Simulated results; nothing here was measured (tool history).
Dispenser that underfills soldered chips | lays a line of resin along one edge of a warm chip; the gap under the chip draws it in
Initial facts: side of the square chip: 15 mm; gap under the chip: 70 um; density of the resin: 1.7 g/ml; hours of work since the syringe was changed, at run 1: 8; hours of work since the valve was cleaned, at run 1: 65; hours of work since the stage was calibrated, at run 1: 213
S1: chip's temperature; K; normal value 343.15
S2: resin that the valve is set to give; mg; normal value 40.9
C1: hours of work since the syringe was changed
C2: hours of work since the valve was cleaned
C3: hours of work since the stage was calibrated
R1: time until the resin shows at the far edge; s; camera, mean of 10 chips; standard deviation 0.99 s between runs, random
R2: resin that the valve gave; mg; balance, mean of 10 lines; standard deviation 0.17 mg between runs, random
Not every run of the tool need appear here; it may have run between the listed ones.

run   hour      S1    S2  C1  C2   C3     R1     R2
  1    0.0  343.15  40.9   8  65  213  183.3  38.15
       3.6  -- new syringe of resin
  2    7.7  343.15  40.9   3  69  218  125.3  38.19
      20.3  -- new syringe of resin
  3   21.6  343.15  40.9   1  78  226  108.0  37.88
  4   31.6  343.15  40.9   7  84  232  175.0  37.72
      36.6  -- new syringe of resin
  5   46.1  343.15  40.9   6  92  241  160.8  37.02
      53.3  -- new syringe of resin
      54.3  -- dispensing valve cleaned and set on the balance
  6   60.6  338.15  40.9   4   4  249  177.1  40.59
      70.7  -- new syringe of resin
  7   72.9  338.15  40.9   1  11  256  146.9  40.59
  8   84.2  338.15  40.9   8  18  263  259.5  40.14
      86.8  -- new syringe of resin
  9   97.1  338.15  40.9   6  26  271  216.4  39.73
     102.9  -- new syringe of resin
 10  104.5  338.15  40.9   1  30  275  139.5  39.67
 11  112.3  338.15  40.9   6  35  280  210.3  39.27
     119.7  -- new syringe of resin
 12  127.0  338.15  40.9   4  44  289  188.9  39.15
     136.5  -- new syringe of resin
 13  137.8  338.15  40.9   1  50  295  138.8  38.63
 14  149.3  338.15  40.9   8  57  302  248.4  38.51
     152.7  -- new syringe of resin
 15  159.0  338.15  40.9   4  63  308  183.9  38.67
 16  167.6  338.15  40.9   9  69  314  279.2  38.19
     168.8  -- new syringe of resin
 17  175.7  343.15  40.9   4  73  318  147.3  38.11
     184.5  -- new syringe of resin
 18  187.7  345.15  39.9   2  81  326  110.1  36.60
 19  196.7  347.15  38.0   7  86  331  157.5  34.91
     201.1  -- new syringe of resin
 20  208.9  335.15  35.0   5  93  338  242.9  31.89
     211.4  -- stage's temperature calibrated
     216.1  -- dispensing valve cleaned and set on the balance
     219.7  -- new syringe of resin
 21  222.1  330.15  45.6   1   4    6  209.2  45.79
 22  229.4  330.15  45.6   6   8   10  304.6  45.47
     235.9  -- new syringe of resin
 23  237.4  352.15  40.9   1  13   15   64.3  40.47
 24  245.7  352.15  40.9   6  18   20   99.4  40.09
     251.9  -- new syringe of resin
 25  254.3  352.15  40.9   1  23   25   70.6  39.82
     268.0  -- new syringe of resin
 26  268.4  346.15  36.6   0  31   34   84.7  35.65
 27  276.4  339.15  49.0   5  36   39  174.1  47.12
 28  282.8  346.15  48.7   9  40   43  165.4  46.89
     284.5  -- new syringe of resin
 29  292.1  346.15  48.7   5  46   48  118.0  46.57
     301.2  -- new syringe of resin
 30  303.4  336.15  35.1   1  53   55  159.8  33.45
 31  312.0  341.15  43.8   7  58   60  180.0  41.49
     317.6  -- new syringe of resin
 32  327.2  341.15  52.5   6  67   69  172.0  48.94
     334.3  -- new syringe of resin
 33  340.0  341.15  35.4   4  75   77  151.5  33.07
     350.4  -- new syringe of resin
 34  354.0  342.15  45.2   2  83   85  120.4  41.45

Below are 4 alternative next runs, each starting from the tool's condition after run 34. Predict each:
  A  360.9  336.15  49.8   6  87  90   ?   ?
  B  360.9  328.15  47.2   6  87  90   ?   ?
  C  360.9  344.15  45.2   6  87  90   ?   ?
  D  360.9  350.15  45.2   6  87  90   ?   ?

run     R1     R2
  A  228.7  45.67
  B  361.1  42.86
  C  152.9  41.16
  D  116.3  41.45
With the hidden condition removed and each run's random variation left untouched, the same runs would have given:
run     R1     R2
  A  131.7  49.88
  B  207.2  46.80
  C   87.7  44.96
  D   66.9  45.26
